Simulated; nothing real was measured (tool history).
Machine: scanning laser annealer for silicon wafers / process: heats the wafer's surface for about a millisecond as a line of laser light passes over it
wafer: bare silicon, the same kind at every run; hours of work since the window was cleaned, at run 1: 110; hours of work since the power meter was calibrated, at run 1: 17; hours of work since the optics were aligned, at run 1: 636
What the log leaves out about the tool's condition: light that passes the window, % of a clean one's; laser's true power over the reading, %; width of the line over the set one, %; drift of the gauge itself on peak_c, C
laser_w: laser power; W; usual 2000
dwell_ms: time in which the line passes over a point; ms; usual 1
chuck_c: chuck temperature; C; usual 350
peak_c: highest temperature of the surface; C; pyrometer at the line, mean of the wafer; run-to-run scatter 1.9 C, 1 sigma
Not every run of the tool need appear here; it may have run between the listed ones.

run   hour  laser_w  dwell_ms  chuck_c  hours of work since the window was cleaned  hours of work since the power meter was calibrated  hours of work since the optics were aligned  peak_c
  1      0     2000         1      350                                         110                                                  17                                          636    1116
  2   47.5     2000         1      350                                         140                                                  47                                          666    1110
  3  100.7     2000         1      350                                         174                                                  81                                          699    1112
  4  140.9     2000         1      350                                         199                                                 106                                          725    1109
  5  196.1     2000         1      350                                         234                                                 141                                          759    1110
  6  247.9     2000         1      350                                         267                                                 174                                          792    1107
  7  288.1     2000         1      350                                         292                                                 199                                          818    1107
  8  329.8     1747         1      350                                         319                                                 225                                          844    1013
  9  372.2     2043         1      350                                         345                                                 252                                          871    1116
 10  400.6     1827      0.79      373                                         363                                                 270                                          889     986
 11  433.3     2000         1      329                                         384                                                 291                                          909    1078
 12  460.4     1944      1.07      341                                         401                                                 308                                          927    1097
 13  501.2     2131      1.07      350                                         427                                                 334                                          952    1172
 14    546     2066      0.82      350                                         455                                                 362                                          981    1049

Branching from run 14: 5 alternative next runs. What would each branch give?
  A   587     1778      0.83      317                                         481                                                 388                                         1007       ?
  B   587     2103      0.82      350                                         481                                                 388                                         1007       ?
  C   587     1948      1.11      364                                         481                                                 388                                         1007       ?
  D   587     2066      0.73      350                                         481                                                 388                                         1007       ?
  E   587     2132         1      350                                         481                                                 388                                         1007       ?

run  peak_c
  A     925
  B    1058
  C    1132
  D    1008
  E    1139
Without the tool's unlogged condition, the same runs would have read:
run  peak_c
  A     948
  B    1085
  C    1161
  D    1033
  E    1170
